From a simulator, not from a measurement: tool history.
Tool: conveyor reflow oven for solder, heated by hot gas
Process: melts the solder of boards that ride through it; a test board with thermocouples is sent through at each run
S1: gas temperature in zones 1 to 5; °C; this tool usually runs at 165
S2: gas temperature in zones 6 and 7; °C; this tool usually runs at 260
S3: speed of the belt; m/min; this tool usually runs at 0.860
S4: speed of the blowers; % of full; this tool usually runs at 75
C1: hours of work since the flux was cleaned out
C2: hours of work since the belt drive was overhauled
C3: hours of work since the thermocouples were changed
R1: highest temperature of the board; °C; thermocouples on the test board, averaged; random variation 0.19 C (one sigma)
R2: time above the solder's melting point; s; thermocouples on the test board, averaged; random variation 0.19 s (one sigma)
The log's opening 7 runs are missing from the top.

Run 8, hour 343.7: usual settings; C1 385; C2 289; C3 423. Result: R1 244.2 °C, R2 35.1 s.
Run 9, hour 386.6: usual settings; C1 404; C2 309; C3 443. Result: R1 244.3 °C, R2 35.2 s.
Run 10, hour 422.6: usual settings but S2 269 °C; C1 420; C2 325; C3 459. Result: R1 252.4 °C, R2 39.8 s.
Run 11, hour 467.9: usual settings but S3 0.849 m/min; C1 440; C2 345; C3 479. Result: R1 244.6 °C, R2 35.7 s.
At hour 506.9: flux residue cleaned out of gas plates and filters.
Run 12, hour 512.9: usual settings but S3 0.849 m/min; C1 3; C2 363; C3 497. Result: R1 244.7 °C, R2 36.0 s.
Run 13, hour 557.1: usual settings; C1 23; C2 383; C3 517. Result: R1 244.4 °C, R2 35.3 s.
Run 14, hour 625.7: usual settings; C1 54; C2 414; C3 548. Result: R1 244.4 °C, R2 34.9 s.
Run 15, hour 685.2: usual settings but S2 259 °C; C1 80; C2 441; C3 575. Result: R1 243.4 °C, R2 34.9 s.
Run 16, hour 714.7: usual settings but S4 70 % of full; C1 94; C2 454; C3 588. Result: R1 243.7 °C, R2 34.1 s.
Run 17, hour 777.3: usual settings but S2 251 °C; C1 122; C2 482; C3 616. Result: R1 237.0 °C, R2 29.6 s.
Run 18, hour 838.5: usual settings but S1 162 °C, S2 251 °C, S3 0.798 m/min; C1 149; C2 510; C3 644. Result: R1 238.1 °C, R2 33.3 s.
Run 19, hour 910.7: usual settings but S1 162 °C, S2 251 °C, S3 0.798 m/min; C1 182; C2 542; C3 676. Result: R1 238.3 °C, R2 33.2 s.
At hour 929.8: thermocouples of zones 6 and 7 changed.
Run 20, hour 952.8: usual settings but S4 80 % of full; C1 200; C2 561; C3 10. Result: R1 244.9 °C, R2 35.8 s.
Run 21, hour 1023.3: usual settings but S1 156 °C, S3 0.747 m/min; C1 232; C2 592; C3 42. Result: R1 247.0 °C, R2 41.4 s.

Forecast run 22:
Run 22, hour 1076.2: usual settings but S1 179 °C, S3 0.747 m/min, S4 63 % of full; C1 256; C2 616; C3 66. Result: R1 ?, R2 ?.

For run 22 the tool returned R1 248.5 °C, R2 48.1 s.
Take away the tool's hidden state, keep the run-to-run variation as it was, and the same run would have given R1 248.6 °C, R2 48.1 s.
